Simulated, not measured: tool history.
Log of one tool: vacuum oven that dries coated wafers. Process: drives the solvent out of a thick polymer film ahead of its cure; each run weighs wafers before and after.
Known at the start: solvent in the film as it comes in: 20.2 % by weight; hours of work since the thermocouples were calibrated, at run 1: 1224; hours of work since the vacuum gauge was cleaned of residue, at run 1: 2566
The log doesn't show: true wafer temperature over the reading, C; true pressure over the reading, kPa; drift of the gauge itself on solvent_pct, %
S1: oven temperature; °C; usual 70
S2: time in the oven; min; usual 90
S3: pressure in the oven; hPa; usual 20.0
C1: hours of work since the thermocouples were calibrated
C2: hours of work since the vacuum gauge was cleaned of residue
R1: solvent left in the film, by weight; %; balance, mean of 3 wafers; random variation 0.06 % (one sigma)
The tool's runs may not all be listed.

run,hour,S1,S2,S3,C1,C2,R1
1,0.0,70,90,20.0,1224,2566,3.31
2,112.9,70,90,20.0,1302,2644,3.30
# hour 178.5: oven's thermocouples calibrated
# hour 197.0: vacuum gauge cleaned of residue and calibrated
3,209.3,70,90,20.0,20,9,3.22
4,324.6,81,90,20.0,100,88,1.20
5,417.5,81,90,46.9,164,152,2.77
6,478.2,81,90,46.9,206,194,2.78
7,565.8,62,90,20.0,267,255,7.19
8,634.4,62,90,20.0,314,302,7.09
9,691.3,62,90,20.0,353,342,7.13
10,773.8,62,90,64.0,410,399,11.38
11,891.1,62,90,64.0,492,480,11.40
12,984.5,70,85,20.0,556,544,3.42
13,1097.9,70,90,20.0,635,623,3.28
14,1176.6,70,90,20.0,689,677,3.21
15,1285.9,70,90,20.0,765,753,3.33
16,1364.6,70,90,20.0,819,807,3.35
17,1416.4,70,90,20.0,855,843,3.29
18,1487.3,70,90,20.0,904,892,3.37
19,1597.5,70,90,12.2,980,968,2.67
20,1707.0,70,90,20.0,1056,1044,3.20
21,1770.4,81,90,20.0,1099,1088,1.31
22,1883.1,81,90,20.0,1177,1166,1.27
23,1934.5,70,90,20.0,1213,1201,3.16
24,2024.4,81,90,42.1,1275,1263,2.52
25,2110.7,70,106,20.0,1335,1323,2.89
# hour 2122.4: oven's thermocouples calibrated
26,2226.6,70,106,20.0,72,1402,2.79
27,2324.0,70,106,20.0,139,1469,2.94
28,2378.7,70,106,20.0,177,1507,2.72
29,2436.2,70,106,20.0,217,1547,2.89
30,2505.4,70,90,27.3,265,1594,3.88
31,2567.1,73,123,32.2,307,1637,2.92
32,2669.0,66,123,32.2,378,1707,5.00
33,2741.6,66,123,32.2,428,1758,5.12
34,2817.2,61,104,20.0,480,1810,6.68
35,2891.3,61,104,20.0,532,1861,7.00
36,2957.1,61,104,20.0,577,1907,6.83
37,3050.8,60,90,20.0,642,1971,8.27
38,3169.9,60,90,20.0,724,2054,8.25
39,3252.9,60,90,20.0,782,2111,8.17
40,3359.5,60,90,20.0,855,2185,8.16
41,3425.0,75,83,30.3,900,2230,2.90
42,3517.6,59,55,20.0,965,2294,11.33
43,3572.8,70,64,14.3,1003,2332,4.12
44,3651.2,70,64,14.3,1057,2386,4.28
45,3771.5,82,127,54.0,1140,2470,3.09
46,3820.3,82,127,54.0,1174,2503,3.08

4 ways to go on from here, each from the tool as it stands after run 46. What would each give?
A,3896.1,82,127,33.2,1226,2556,?
B,3896.1,70,71,54.0,1226,2556,?
C,3896.1,70,129,10.3,1226,2556,?
D,3896.1,70,120,20.0,1226,2556,?

run,R1
A,2.00
B,6.98
C,1.59
D,2.48
Without the tool's hidden state the same runs would have given:
run,R1
A,1.98
B,6.98
C,1.56
D,2.46

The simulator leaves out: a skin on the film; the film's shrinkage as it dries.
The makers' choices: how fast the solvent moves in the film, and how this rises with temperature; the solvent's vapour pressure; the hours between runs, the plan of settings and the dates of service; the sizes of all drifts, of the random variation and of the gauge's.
